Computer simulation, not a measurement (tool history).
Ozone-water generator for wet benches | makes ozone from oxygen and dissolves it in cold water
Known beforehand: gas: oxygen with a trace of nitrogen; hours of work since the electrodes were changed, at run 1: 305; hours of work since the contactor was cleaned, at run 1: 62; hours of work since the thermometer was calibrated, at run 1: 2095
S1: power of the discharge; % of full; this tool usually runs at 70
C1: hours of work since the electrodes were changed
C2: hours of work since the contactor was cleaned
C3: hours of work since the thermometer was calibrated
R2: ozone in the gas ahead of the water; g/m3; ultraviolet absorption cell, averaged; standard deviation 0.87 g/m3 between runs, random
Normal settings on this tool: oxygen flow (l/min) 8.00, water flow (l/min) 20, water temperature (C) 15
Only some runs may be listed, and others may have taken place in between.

Run 1, hour 0.0: usual settings; C1 305; C2 62; C3 2095. Result: dissolved ozone (ppm) 19.8, R2 141.3 g/m3.
Run 2, hour 57.2: usual settings but oxygen flow (l/min) 4.48; C1 342; C2 99; C3 2132. Result: dissolved ozone (ppm) 20.9, R2 205.4 g/m3.
Run 3, hour 118.2: usual settings but oxygen flow (l/min) 4.48; C1 381; C2 138; C3 2172. Result: dissolved ozone (ppm) 20.8, R2 205.3 g/m3.
Run 4, hour 177.8: usual settings but oxygen flow (l/min) 4.48; C1 419; C2 177; C3 2210. Result: dissolved ozone (ppm) 20.8, R2 203.6 g/m3.
Run 5, hour 241.3: usual settings but oxygen flow (l/min) 4.48; C1 460; C2 218; C3 2251. Result: dissolved ozone (ppm) 21.0, R2 205.6 g/m3.
Run 6, hour 304.2: usual settings but oxygen flow (l/min) 4.48; C1 501; C2 258; C3 2292. Result: dissolved ozone (ppm) 21.0, R2 206.1 g/m3.
Run 7, hour 357.4: usual settings but S1 68 % of full, oxygen flow (l/min) 4.48; C1 535; C2 293; C3 2326. Result: dissolved ozone (ppm) 20.3, R2 200.9 g/m3.
Run 8, hour 411.2: usual settings but S1 68 % of full, oxygen flow (l/min) 4.48, water flow (l/min) 22; C1 570; C2 327; C3 2361. Result: dissolved ozone (ppm) 18.9, R2 199.8 g/m3.
Run 9, hour 446.9: usual settings but S1 68 % of full, oxygen flow (l/min) 4.48, water flow (l/min) 22; C1 593; C2 350; C3 2384. Result: dissolved ozone (ppm) 18.5, R2 199.2 g/m3.
Run 10, hour 508.5: usual settings but S1 68 % of full, oxygen flow (l/min) 4.48, water flow (l/min) 22; C1 633; C2 390; C3 2423. Result: dissolved ozone (ppm) 18.4, R2 200.0 g/m3.
Run 11, hour 543.5: usual settings; C1 655; C2 413; C3 2446. Result: dissolved ozone (ppm) 19.1, R2 139.3 g/m3.
Run 12, hour 588.9: usual settings; C1 685; C2 442; C3 2475. Result: dissolved ozone (ppm) 19.3, R2 139.5 g/m3.
Run 13, hour 628.5: usual settings but water temperature (C) 14; C1 710; C2 468; C3 2501. Result: dissolved ozone (ppm) 19.6, R2 139.7 g/m3.
At hour 671.6: water thermometer calibrated.
Run 14, hour 678.8: usual settings; C1 742; C2 500; C3 5. Result: dissolved ozone (ppm) 19.5, R2 140.3 g/m3.
Run 15, hour 709.3: usual settings but water temperature (C) 10; C1 762; C2 519; C3 24. Result: dissolved ozone (ppm) 21.2, R2 140.1 g/m3.
Run 16, hour 743.7: usual settings but S1 71 % of full; C1 784; C2 542; C3 46. Result: dissolved ozone (ppm) 19.6, R2 140.9 g/m3.
Run 17, hour 771.5: usual settings; C1 802; C2 560; C3 64. Result: dissolved ozone (ppm) 19.4, R2 139.8 g/m3.

For run 18, what comes out?
Run 18, hour 826.7: usual settings but oxygen flow (l/min) 7.91, water temperature (C) 13; C1 838; C2 595; C3 100. Result: dissolved ozone (ppm) ?, R2 ?.

{"run 18": {"dissolved ozone (ppm)": 20.2, "R2": 137.9}}
Without the tool's hidden state the same run would have given dissolved ozone (ppm) 21.0, R2 141.6 g/m3.
